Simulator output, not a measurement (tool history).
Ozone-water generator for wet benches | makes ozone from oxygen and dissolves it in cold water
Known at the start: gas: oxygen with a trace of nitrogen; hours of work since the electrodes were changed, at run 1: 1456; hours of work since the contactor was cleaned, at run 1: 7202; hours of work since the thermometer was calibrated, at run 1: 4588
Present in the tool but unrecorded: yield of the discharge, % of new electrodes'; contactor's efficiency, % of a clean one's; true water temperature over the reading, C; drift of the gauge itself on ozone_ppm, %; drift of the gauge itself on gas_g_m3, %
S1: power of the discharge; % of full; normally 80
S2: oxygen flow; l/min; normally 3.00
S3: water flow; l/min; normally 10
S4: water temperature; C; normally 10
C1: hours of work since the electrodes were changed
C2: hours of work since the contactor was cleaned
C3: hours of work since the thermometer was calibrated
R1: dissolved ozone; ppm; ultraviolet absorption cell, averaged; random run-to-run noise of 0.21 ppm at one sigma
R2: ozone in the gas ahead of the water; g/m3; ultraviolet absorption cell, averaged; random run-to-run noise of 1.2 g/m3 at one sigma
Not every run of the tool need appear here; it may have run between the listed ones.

run   hour  S1    S2  S3  S4    C1    C2    C3    R1     R2
  1    0.0  80  3.00  10  10  1456  7202  4588  28.8  210.2
  2   74.5  80  3.00  10  10  1521  7267  4653  28.6  207.0
  3  167.9  80  3.00  10  10  1603  7349  4735  28.3  206.1
  4  248.9  80  3.00  10  10  1674  7420  4806  28.1  206.6
  5  346.1  80  3.00  10  10  1759  7505  4891  28.4  205.2
  6  389.4  80  3.00  10  11  1797  7543  4929  27.6  206.1
  7  464.1  80  3.00  10   6  1862  7609  4994  29.8  206.4

Run 8 is up next; what results do you expect?
  8  511.6  45  4.62   6   6  1904  7650  5036   ?   ?

{"run 8": {"R1": 26.5, "R2": 104.5}}
Take away the tool's hidden state, keep the run-to-run variation as it was, and the same run would have given R1 27.8 ppm, R2 106.9 g/m3.
